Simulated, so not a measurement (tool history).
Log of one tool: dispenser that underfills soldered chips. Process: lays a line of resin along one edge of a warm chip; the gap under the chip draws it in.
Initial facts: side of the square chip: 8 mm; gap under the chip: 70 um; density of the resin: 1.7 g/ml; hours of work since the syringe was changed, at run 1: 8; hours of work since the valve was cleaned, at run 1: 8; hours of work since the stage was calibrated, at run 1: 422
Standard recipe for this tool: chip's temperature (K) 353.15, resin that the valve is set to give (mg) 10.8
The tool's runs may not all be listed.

run,hour,chip's temperature (K),resin that the valve is set to give (mg),hours of work since the syringe was changed,hours of work since the valve was cleaned,hours of work since the stage was calibrated,time until the resin shows at the far edge (s),resin that the valve gave (mg)
1,0,353.15,10.8,8,8,422,95.7,10.81
# hour 6.9: new syringe of resin
2,11.9,352.15,10.8,3,15,429,79.4,10.69
3,21.3,353.15,10.8,9,21,435,103.3,10.48
# hour 26.4: new syringe of resin
4,28.8,367.15,10.8,2,26,440,37.1,10.47
5,38,367.15,10.8,7,32,446,48.9,10.36
# hour 45.6: new syringe of resin
6,52.9,353.15,10.8,5,41,455,83.9,10.28
7,63.8,353.15,10.8,12,48,462,116.5,10.18
# hour 64.9: new syringe of resin
8,80.8,353.15,10.8,10,59,472,110,10.08
# hour 84.5: new syringe of resin
9,92.1,353.15,10.8,5,66,480,85.1,10.19
10,99.2,353.15,10.8,9,70,484,106.3,10
# hour 103.2: new syringe of resin
# hour 106.8: dispensing valve cleaned and set on the balance
11,109.5,345.15,10.8,3,2,490,119.3,10.86
12,121.2,353.15,10.8,11,9,497,111.6,10.7
# hour 123.5: new syringe of resin
13,135.5,346.15,10.8,8,18,506,135.1,10.6
# hour 142.7: new syringe of resin
14,146,361.15,10.4,2,25,513,51,10.07
# hour 161.8: new syringe of resin
15,162.8,367.15,9.4,1,35,523,37.7,8.96
16,175.7,353.15,12.8,9,43,531,100.8,12.24
# hour 181: new syringe of resin
17,191,353.15,12.8,6,53,541,89.6,12.16
# hour 199.9: new syringe of resin
18,204,353.15,12.8,3,61,549,74.6,11.95
19,217.3,338.15,13.3,11,69,557,246.1,12.31
# hour 218.7: new syringe of resin
# hour 225.9: dispensing valve cleaned and set on the balance
20,227.9,353.15,12.1,5,1,563,89.3,12.12
21,236.8,347.15,10.8,11,7,569,161.4,10.73
# hour 239: new syringe of resin
22,248.8,366.15,12.8,6,14,576,48.5,12.56
# hour 258.5: new syringe of resin
23,259.4,343.15,11,1,21,583,119,10.73
24,268.1,353.15,11.2,6,26,588,95.8,10.86

Consider 5 possible next runs. They are alternatives, not a sequence: every one starts from the tool as it was left by run 24. What does each give?
# hour 277.6: new syringe of resin
A,280.1,355.15,10,2,34,596,?,?
# hour 277.6: new syringe of resin
B,280.1,355.15,10.7,2,34,596,?,?
# hour 277.6: new syringe of resin
C,280.1,350.15,9.2,2,34,596,?,?
# hour 277.6: new syringe of resin
D,280.1,364.15,10.8,2,34,596,?,?
# hour 277.6: new syringe of resin
E,280.1,346.15,12.5,2,34,596,?,?

run,time until the resin shows at the far edge (s),resin that the valve gave (mg)
A,69.1,9.65
B,68.6,10.26
C,92.1,8.88
D,43.8,10.57
E,104.8,12.11
Take away the tool's hidden state, keep each run's random variation, and the runs would have read:
run,time until the resin shows at the far edge (s),resin that the valve gave (mg)
A,53,10.01
B,52.8,10.65
C,69.9,9.22
D,34,10.96
E,80.2,12.56

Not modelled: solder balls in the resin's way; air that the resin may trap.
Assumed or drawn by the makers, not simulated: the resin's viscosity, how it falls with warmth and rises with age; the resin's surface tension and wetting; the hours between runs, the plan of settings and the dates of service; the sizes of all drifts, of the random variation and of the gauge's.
